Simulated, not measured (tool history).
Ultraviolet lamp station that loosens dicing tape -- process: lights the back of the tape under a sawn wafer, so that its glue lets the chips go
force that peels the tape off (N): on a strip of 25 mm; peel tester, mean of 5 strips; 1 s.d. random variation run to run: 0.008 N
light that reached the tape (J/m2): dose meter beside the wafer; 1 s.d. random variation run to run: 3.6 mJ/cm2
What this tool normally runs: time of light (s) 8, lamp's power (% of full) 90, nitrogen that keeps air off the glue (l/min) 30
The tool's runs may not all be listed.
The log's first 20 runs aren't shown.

run	hour	time of light (s)	lamp's power (% of full)	nitrogen that keeps air off the glue (l/min)	force that peels the tape off (N)	light that reached the tape (J/m2)
21	225.2	8	90	30	0.476	4940
22	238.0	8	90	30	0.448	4930
23	253.4	9	96	13	0.598	5930
24	260.6	9	86	37	0.366	5260
25	272.7	9	86	37	0.384	5240
26	279.8	9	86	37	0.374	5240
27	290.3	9	69	37	0.613	4130
28	305.6	4	62	30	2.884	1670
29	321.3	4	62	30	2.750	1610
30	334.7	4	62	30	2.886	1590
31	346.4	9	63	13	1.474	3580
32	363.3	5	68	26	2.158	2170
33	371.9	5	75	13	2.546	2340
34	386.8	5	75	13	2.525	2310
35	399.6	5	75	13	2.600	2300
36	407.2	5	75	13	2.563	2300
37	422.0	8	90	53	0.439	4350
38	432.8	8	90	50	0.464	4350
39	446.0	11	90	50	0.231	5960
40	461.3	11	90	50	0.247	5920
41	478.0	13	90	10	0.485	6930
42	491.7	6	75	19	1.932	2620

Run 43 is up next; what results do you expect?
43	505.9	10	64	19	?	?

force that peels the tape off (N): 1.108
light that reached the tape (J/m2): 3690
Without the tool's hidden state the same run would have given force that peels the tape off (N) 0.541, light that reached the tape (J/m2) 5240.
